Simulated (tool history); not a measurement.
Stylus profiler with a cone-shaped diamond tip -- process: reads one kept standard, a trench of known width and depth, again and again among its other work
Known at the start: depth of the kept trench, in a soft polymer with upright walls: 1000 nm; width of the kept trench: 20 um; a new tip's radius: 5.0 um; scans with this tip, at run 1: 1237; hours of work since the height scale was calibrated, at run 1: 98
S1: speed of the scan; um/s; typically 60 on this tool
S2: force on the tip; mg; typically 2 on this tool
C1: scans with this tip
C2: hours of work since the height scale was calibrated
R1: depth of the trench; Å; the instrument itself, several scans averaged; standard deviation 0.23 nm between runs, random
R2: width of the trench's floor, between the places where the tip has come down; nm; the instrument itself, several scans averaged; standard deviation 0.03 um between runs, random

| run | day | S1 | S2 | C1 | C2 | R1 | R2 |
|---|---|---|---|---|---|---|---|
| 1 | 0 | 60 | 2 | 1237 | 98 | 10094.3 | 13790 |
| 2 | 0.5 | 60 | 2 | 1322 | 105 | 10098.6 | 13820 |
| 3 | 1.05 | 60 | 2 | 1415 | 113 | 10097.6 | 13790 |
| 4 | 1.642 | 60 | 2 | 1516 | 121 | 10098.2 | 13830 |
| 5 | 2.262 | 60 | 2 | 1622 | 129 | 10096.6 | 13820 |
| 6 | 3.104 | 60 | 2 | 1766 | 140 | 10094.8 | 13840 |
| 7 | 3.675 | 60 | 2 | 1863 | 148 | 10094.5 | 13810 |
| 8 | 4.646 | 60 | 2 | 2028 | 161 | 10093.5 | 13810 |
| 9 | 5.508 | 60 | 2 | 2175 | 173 | 10099.8 | 13840 |
| 10 | 6.512 | 24 | 2 | 2346 | 187 | 10093.9 | 13960 |
| 11 | 7.346 | 20 | 2.39 | 2488 | 198 | 10108.6 | 13930 |
| 12 | 8.396 | 109 | 1.22 | 2667 | 212 | 10070.9 | 13560 |
| 13 | 9.246 | 101 | 5.61 | 2812 | 224 | 10197.7 | 13810 |
| 14 | 10.112 | 101 | 5.61 | 2959 | 235 | 10199.4 | 13840 |
| 15 | 10.962 | 60 | 1.7 | 3104 | 247 | 10088 | 13800 |
| 16 | 11.783 | 126 | 2 | 3245 | 258 | 10097.4 | 13620 |
| 17 | 12.3 | 63 | 0.83 | 3333 | 265 | 10056 | 13650 |
| 18 | 13.312 | 60 | 1.62 | 3505 | 279 | 10088.2 | 13750 |
| 19 | 14.038 | 25 | 2.62 | 3629 | 289 | 10119.6 | 13920 |

Branching from run 19: 3 alternative next runs. What would each branch give?
| A | 14.762 | 71 | 2.79 | 3752 | 299 | ? | ? |
| B | 14.762 | 25 | 1.1 | 3752 | 299 | ? | ? |
| C | 14.762 | 106 | 1.04 | 3752 | 299 | ? | ? |

| run | R1 | R2 |
|---|---|---|
| A | 10120.2 | 13780 |
| B | 10064.4 | 13830 |
| C | 10061.9 | 13510 |
What these runs would have given with no unlogged condition in the tool:
| run | R1 | R2 |
|---|---|---|
| A | 10120.2 | 13790 |
| B | 10064.4 | 13840 |
| C | 10061.9 | 13520 |

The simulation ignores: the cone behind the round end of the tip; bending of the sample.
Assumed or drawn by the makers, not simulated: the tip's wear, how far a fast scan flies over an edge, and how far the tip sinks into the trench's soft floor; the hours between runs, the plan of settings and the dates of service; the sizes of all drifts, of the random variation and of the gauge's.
